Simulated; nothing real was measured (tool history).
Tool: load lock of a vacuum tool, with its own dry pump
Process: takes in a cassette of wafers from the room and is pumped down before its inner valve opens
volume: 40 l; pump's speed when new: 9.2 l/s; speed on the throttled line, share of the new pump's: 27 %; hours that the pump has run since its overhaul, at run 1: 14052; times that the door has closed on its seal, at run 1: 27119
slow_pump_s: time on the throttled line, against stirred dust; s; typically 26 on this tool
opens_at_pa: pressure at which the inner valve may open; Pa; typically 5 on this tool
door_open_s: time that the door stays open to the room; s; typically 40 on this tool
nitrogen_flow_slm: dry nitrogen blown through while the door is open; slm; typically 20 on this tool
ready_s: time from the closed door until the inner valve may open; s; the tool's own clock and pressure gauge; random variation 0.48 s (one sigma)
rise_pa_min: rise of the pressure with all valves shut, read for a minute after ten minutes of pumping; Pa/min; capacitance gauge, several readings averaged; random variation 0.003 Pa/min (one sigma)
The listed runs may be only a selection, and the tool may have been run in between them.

run,day,slow_pump_s,opens_at_pa,door_open_s,nitrogen_flow_slm,hours that the pump has run since its overhaul,times that the door has closed on its seal,"incoming humidity of the room's air, %",ready_s,rise_pa_min
1,0,26,5,40,20,14052,27119,42.8,63.3,0.026
2,19.012,26,5,49,20,14508,27790,47.7,63.6,0.041
3,32.138,26,5,40,20,14823,28253,43.8,64.1,0.036
4,58.208,26,5,40,20,15449,29173,44.2,62.1,0.036
5,75.008,26,7,40,20,15852,29765,47.5,61.8,0.032
6,91.7,26,7,40,20,16253,30354,47.8,61.4,0.041
7,110.033,26,5,40,20,16693,31001,46.3,62.2,0.039
8,130.138,26,5,40,20,17176,31710,46.7,62.4,0.035
9,152.438,26,5,40,20,17711,32496,47,63.1,0.041
10,174.492,26,5,237,20,18240,33274,43.3,62.3,0.07
11,196.246,26,5,237,20,18762,34042,45.3,62.7,0.075
12,216.471,26,5,237,20,19248,34755,45.8,63.2,0.071
13,235.321,26,5,237,20,19700,35420,45.1,62.6,0.082
14,258.112,26,5,40,20,20247,36224,46,63.2,0.035
15,269.283,26,5,40,20,20515,36618,41.3,62.7,0.033
16,289.3,26,5,40,20,20995,37324,47.7,62.4,0.038
17,308.312,26,5,40,7,21452,37995,46.1,62.3,0.051
18,333.279,26,5,40,7,22051,38875,47.2,62.7,0.054
19,349.9,34,5,40,20,22450,39462,46.1,68.6,0.04
20,364.746,29,5,40,20,22806,39985,46.4,64.8,0.041
21,379.717,29,5,40,20,23165,40513,41.9,65.2,0.036
22,405.025,29,5,40,20,23773,41406,41.4,65,0.035
# day 411.558: dry pump taken out, an overhauled one fitted
23,419.596,33,5,40,20,193,41911,46,66.6,0.04
24,438.954,33,5,40,20,658,42594,45.9,68.1,0.041
25,451.083,30,7,198,14,949,43022,48.4,64.6,0.085
26,467.971,39,7,198,42,1354,43618,46.3,70.5,0.045
27,487.154,20,7,198,42,1814,44294,44.1,56.1,0.047
28,508.638,20,7,198,23,2330,45052,43.4,57.2,0.064
# day 519.125: door's seal changed, seat wiped
29,522.7,20,7,198,23,2666,126,45.4,56.9,0.066
30,535.733,22,5,40,20,2979,586,44.3,60.3,0.032
31,551.325,29,6,40,12,3353,1136,47.2,63.9,0.046
32,569.371,41,5,40,11,3786,1772,42.7,73.8,0.041
33,589.446,41,5,29,7,4268,2480,45.4,73.4,0.041
34,605.308,26,5,107,5,4649,3040,44,62.2,0.083
35,629.429,26,5,40,20,5227,3891,44.5,62.7,0.039
36,649.004,26,5,40,20,5697,4581,45.6,61.5,0.029
37,666.221,26,9,40,20,6110,5188,46.5,60.1,0.036

What if the next run were any one of these 4? Each begins from the tool's condition after run 37:
A,684.225,26,8,40,20,6543,5824,45.1,?,?
B,684.225,34,9,101,20,6543,5824,48.4,?,?
C,684.225,26,8,30,37,6543,5824,46.5,?,?
D,684.225,22,7,40,6,6543,5824,44.9,?,?

run,ready_s,rise_pa_min
A,60,0.035
B,65.1,0.061
C,60.3,0.019
D,58.2,0.052
Had the tool no hidden state, the same runs would have come out as:
run,ready_s,rise_pa_min
A,60,0.035
B,65.1,0.061
C,60.3,0.019
D,58.2,0.052
